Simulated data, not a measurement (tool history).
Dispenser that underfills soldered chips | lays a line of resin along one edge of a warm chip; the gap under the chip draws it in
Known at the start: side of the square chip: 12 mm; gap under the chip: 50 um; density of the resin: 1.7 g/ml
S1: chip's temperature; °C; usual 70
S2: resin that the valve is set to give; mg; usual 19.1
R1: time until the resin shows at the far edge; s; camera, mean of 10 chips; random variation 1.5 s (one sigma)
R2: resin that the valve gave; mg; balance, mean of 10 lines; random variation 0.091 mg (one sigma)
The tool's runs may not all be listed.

run	hour	S1	S2	R1	R2
1	0	70	19.1	243.1	18.47
# hour 4.2: new syringe of resin
2	11.5	70	19.1	210	18.24
# hour 18.1: new syringe of resin
3	22.5	70	19.1	183.3	18.1
# hour 32.3: new syringe of resin
4	33.7	70	19.1	157.4	17.89
5	44	70	21.4	261.5	19.94
# hour 46.3: new syringe of resin
6	48.8	70	21.4	160.9	19.89
7	55.6	70	21.4	225.5	19.47
# hour 60.5: new syringe of resin
8	63.4	70	21.4	169.8	19.56
9	70.6	70	22.2	243.1	20.43
# hour 74.5: new syringe of resin
10	80.4	70	22.2	190.6	20.11
# hour 88.4: new syringe of resin
11	88.5	57	17.2	302.3	15.44
12	93.3	57	17.2	381.1	15.4
13	101.8	57	21.5	558.1	19.09
# hour 102.8: new syringe of resin
14	110.8	71	21.5	202.2	18.93
# hour 114.4: dispensing valve cleaned and set on the balance
15	117	79	17.1	183	17.13
# hour 117.8: new syringe of resin
16	126.3	79	17.1	146.2	17.01
# hour 131.7: new syringe of resin
17	136	70	20.4	178.3	20
# hour 145.7: new syringe of resin
18	146.8	62	23.5	222.2	22.86
19	157.8	80	20.2	162.1	19.6
# hour 159.8: new syringe of resin
20	165.8	62	21.4	290.3	20.69

Some steps in R1 between neighbouring runs. How much of each would the tool show without its hidden state too (settings, what came in, random variation), and how much is left for the hidden state, with any gauge scatter that isn't in both results?
The hidden state here: resin's viscosity, % of fresh resin's; dose that the valve gives, % of what is set; true chip temperature over the reading, C; drift of the gauge itself on fill_s, %; drift of the gauge itself on given_mg, %.
Run 12 -> 13: S2 17.2 -> 21.5. R1 +177 s: hidden state +182.7, all else -5.7.
Run 13 -> 14: S1 57 -> 71, new syringe of resin. R1 -355.9 s: hidden state -204.4, all else -151.5.

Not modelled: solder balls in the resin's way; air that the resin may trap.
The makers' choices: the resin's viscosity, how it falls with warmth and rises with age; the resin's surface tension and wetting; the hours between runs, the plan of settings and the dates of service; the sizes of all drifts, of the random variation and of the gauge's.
